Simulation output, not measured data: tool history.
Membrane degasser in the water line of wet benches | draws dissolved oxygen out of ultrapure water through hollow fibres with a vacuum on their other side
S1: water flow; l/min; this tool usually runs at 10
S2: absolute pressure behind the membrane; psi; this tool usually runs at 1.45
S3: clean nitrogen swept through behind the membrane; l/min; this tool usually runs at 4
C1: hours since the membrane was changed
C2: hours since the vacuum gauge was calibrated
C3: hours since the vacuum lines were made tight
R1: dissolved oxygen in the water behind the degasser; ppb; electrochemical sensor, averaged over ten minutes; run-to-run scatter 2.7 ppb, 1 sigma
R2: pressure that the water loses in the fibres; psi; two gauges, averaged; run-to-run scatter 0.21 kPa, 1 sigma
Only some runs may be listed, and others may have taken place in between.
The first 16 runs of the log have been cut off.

run 17 hour=3365.3 | S1=12 S2=1.45 S3=4 | C1=10745 C2=1403 C3=587 | R1=410.7 R2=8.637
run 18 hour=3526.2 | S1=12 S2=1.45 S3=4 | C1=10906 C2=1564 C3=748 | R1=413.3 R2=8.678
run 19 hour=3661.8 | S1=11 S2=2.35 S3=4 | C1=11042 C2=1699 C3=883 | R1=382.5 R2=7.902
run 20 hour=3854.8 | S1=9 S2=1.45 S3=4.1 | C1=11235 C2=1892 C3=1076 | R1=209.7 R2=6.431
run 21 hour=4137.6 | S1=10 S2=1.45 S3=10.88 | C1=11518 C2=2175 C3=1359 | R1=250.4 R2=7.081
run 22 hour=4371.7 | S1=10 S2=1.49 S3=2.13 | C1=11752 C2=2409 C3=1593 | R1=307.6 R2=7.127
run 23 hour=4539.2 | S1=6 S2=2.35 S3=1.88 | C1=11919 C2=2577 C3=1761 | R1=147.6 R2=4.286
run 24 hour=4823.2 | S1=13 S2=2.35 S3=4.18 | C1=12203 C2=2860 C3=2045 | R1=528.4 R2=9.132
run 25 hour=4983 | S1=13 S2=1.02 S3=3.35 | C1=12363 C2=3020 C3=2204 | R1=468.9 R2=9.227
run 26 hour=5218.4 | S1=13 S2=1.19 S3=3.35 | C1=12599 C2=3256 C3=2440 | R1=492.6 R2=9.194
run 27 hour=5468.8 | S1=10 S2=1.67 S3=10.6 | C1=12849 C2=3506 C3=2690 | R1=250.1 R2=7.046
run 28 hour=5677.6 | S1=6 S2=1.99 S3=10.6 | C1=13058 C2=3715 C3=2899 | R1=60.1 R2=4.165
run 29 hour=5962.7 | S1=6 S2=1.99 S3=10.6 | C1=13343 C2=4000 C3=3184 | R1=60.2 R2=4.181
-- hour=5983.3 gauge calibrated
run 30 hour=6122.9 | S1=6 S2=1.99 S3=10.6 | C1=13503 C2=4160 C3=3344 | R1=59.7 R2=4.358
run 31 hour=6279.3 | S1=7 S2=1.31 S3=5.33 | C1=13659 C2=4317 C3=3501 | R1=97.5 R2=5.063

5 options for the next run, each taken on its own from the tool as it stands now. Forecast them:
run A hour=6412.2 | S1=10 S2=1.45 S3=2.69 | C1=13792 C2=4450 C3=3634 | R1=? R2=?
run B hour=6412.2 | S1=7 S2=3.28 S3=5.33 | C1=13792 C2=4450 C3=3634 | R1=? R2=?
run C hour=6412.2 | S1=15 S2=1.91 S3=2.93 | C1=13792 C2=4450 C3=3634 | R1=? R2=?
run D hour=6412.2 | S1=11 S2=1.65 S3=3.09 | C1=13792 C2=4450 C3=3634 | R1=? R2=?
run E hour=6412.2 | S1=7 S2=1.45 S3=3.79 | C1=13792 C2=4450 C3=3634 | R1=? R2=?

run=A R1=295.5 R2=7.205
run=B R1=140.8 R2=5.044
run=C R1=695.5 R2=10.884
run=D R1=362.5 R2=7.968
run=E R1=111 R2=5.046
Stripped of hidden state, with their random variation kept, the same runs would have yielded:
run=A R1=294.8 R2=7.232
run=B R1=140.5 R2=5.063
run=C R1=694.2 R2=10.924
run=D R1=361.7 R2=7.997
run=E R1=110.7 R2=5.065
